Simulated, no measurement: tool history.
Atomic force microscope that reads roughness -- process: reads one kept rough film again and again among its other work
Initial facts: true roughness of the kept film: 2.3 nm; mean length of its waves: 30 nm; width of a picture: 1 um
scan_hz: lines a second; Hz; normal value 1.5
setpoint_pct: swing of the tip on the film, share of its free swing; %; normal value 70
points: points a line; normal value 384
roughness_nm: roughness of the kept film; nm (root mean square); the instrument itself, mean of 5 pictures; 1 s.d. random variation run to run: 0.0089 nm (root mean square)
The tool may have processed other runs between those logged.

Run 1, day 0: usual settings. Result: roughness_nm 1.929 nm (root mean square).
Run 2, day 0.529: usual settings. Result: roughness_nm 1.907 nm (root mean square).
Run 3, day 1.046: usual settings. Result: roughness_nm 1.887 nm (root mean square).
Run 4, day 1.317: usual settings. Result: roughness_nm 1.879 nm (root mean square).
Run 5, day 1.883: usual settings. Result: roughness_nm 1.839 nm (root mean square).
Run 6, day 2.512: usual settings. Result: roughness_nm 1.818 nm (root mean square).
Run 7, day 3.004: usual settings. Result: roughness_nm 1.79 nm (root mean square).
Run 8, day 3.508: usual settings but scan_hz 1 Hz. Result: roughness_nm 1.808 nm (root mean square).
Run 9, day 4.138: usual settings but scan_hz 1 Hz. Result: roughness_nm 1.775 nm (root mean square).
Run 10, day 4.721: usual settings but scan_hz 1 Hz. Result: roughness_nm 1.752 nm (root mean square).
Run 11, day 5.125: usual settings but scan_hz 1 Hz. Result: roughness_nm 1.743 nm (root mean square).
Run 12, day 5.388: usual settings but scan_hz 1 Hz. Result: roughness_nm 1.735 nm (root mean square).
Run 13, day 5.946: usual settings but scan_hz 1 Hz, points 889. Result: roughness_nm 1.724 nm (root mean square).
Run 14, day 6.421: usual settings but setpoint_pct 85 %. Result: roughness_nm 1.597 nm (root mean square).
Run 15, day 6.779: usual settings but setpoint_pct 85 %. Result: roughness_nm 1.578 nm (root mean square).
At day 6.879: height scale calibrated on a step standard.
Run 16, day 7.175: usual settings but setpoint_pct 85 %. Result: roughness_nm 1.563 nm (root mean square).
Run 17, day 7.475: usual settings but scan_hz 1.83 Hz, setpoint_pct 74 %, points 291. Result: roughness_nm 1.582 nm (root mean square).
Run 18, day 7.983: usual settings but setpoint_pct 87 %, points 286. Result: roughness_nm 1.529 nm (root mean square).
At day 8.129: height scale calibrated on a step standard, once more.
At day 8.333: new tip fitted.
Run 19, day 8.467: usual settings but scan_hz 2.19 Hz, setpoint_pct 73 %, points 470. Result: roughness_nm 1.907 nm (root mean square).
Run 20, day 8.775: usual settings but setpoint_pct 61 %, points 507. Result: roughness_nm 1.998 nm (root mean square).
Run 21, day 9.229: usual settings but setpoint_pct 61 %, points 507. Result: roughness_nm 1.977 nm (root mean square).
Run 22, day 9.696: usual settings but scan_hz 2.84 Hz, setpoint_pct 61 %, points 507. Result: roughness_nm 1.916 nm (root mean square).
Run 23, day 10.196: usual settings but scan_hz 2.84 Hz, setpoint_pct 79 %, points 813. Result: roughness_nm 1.743 nm (root mean square).
Run 24, day 10.725: usual settings but points 381. Result: roughness_nm 1.869 nm (root mean square).
Run 25, day 10.996: usual settings but scan_hz 0.91 Hz, setpoint_pct 55 %, points 402. Result: roughness_nm 1.896 nm (root mean square).
Run 26, day 11.308: usual settings but scan_hz 0.91 Hz, setpoint_pct 55 %, points 402. Result: roughness_nm 1.9 nm (root mean square).
Run 27, day 11.688: usual settings but scan_hz 2.45 Hz. Result: roughness_nm 1.778 nm (root mean square).
Run 28, day 11.992: usual settings but scan_hz 2.45 Hz. Result: roughness_nm 1.768 nm (root mean square).
Run 29, day 12.429: usual settings but setpoint_pct 90 %, points 501. Result: roughness_nm 1.68 nm (root mean square).
Run 30, day 12.888: usual settings but scan_hz 0.96 Hz, setpoint_pct 57 %, points 685. Result: roughness_nm 1.846 nm (root mean square).
Run 31, day 13.338: usual settings but scan_hz 3.54 Hz, setpoint_pct 77 %, points 430. Result: roughness_nm 1.588 nm (root mean square).

Here are 4 independent what-if runs from the current tool condition. What would each one return?
Run A, day 13.854: usual settings but points 294. Result: roughness_nm ?.
Run B, day 13.854: usual settings but scan_hz 2.62 Hz, points 548. Result: roughness_nm ?.
Run C, day 13.854: usual settings but scan_hz 0.59 Hz, setpoint_pct 65 %. Result: roughness_nm ?.
Run D, day 13.854: usual settings but scan_hz 0.8 Hz, setpoint_pct 62 %, points 894. Result: roughness_nm ?.

run  roughness_nm
  A         1.735
  B          1.69
  C         1.809
  D          1.81
Without the tool's hidden state the same runs would have given:
run  roughness_nm
  A         1.979
  B         1.928
  C         2.064
  D         2.065

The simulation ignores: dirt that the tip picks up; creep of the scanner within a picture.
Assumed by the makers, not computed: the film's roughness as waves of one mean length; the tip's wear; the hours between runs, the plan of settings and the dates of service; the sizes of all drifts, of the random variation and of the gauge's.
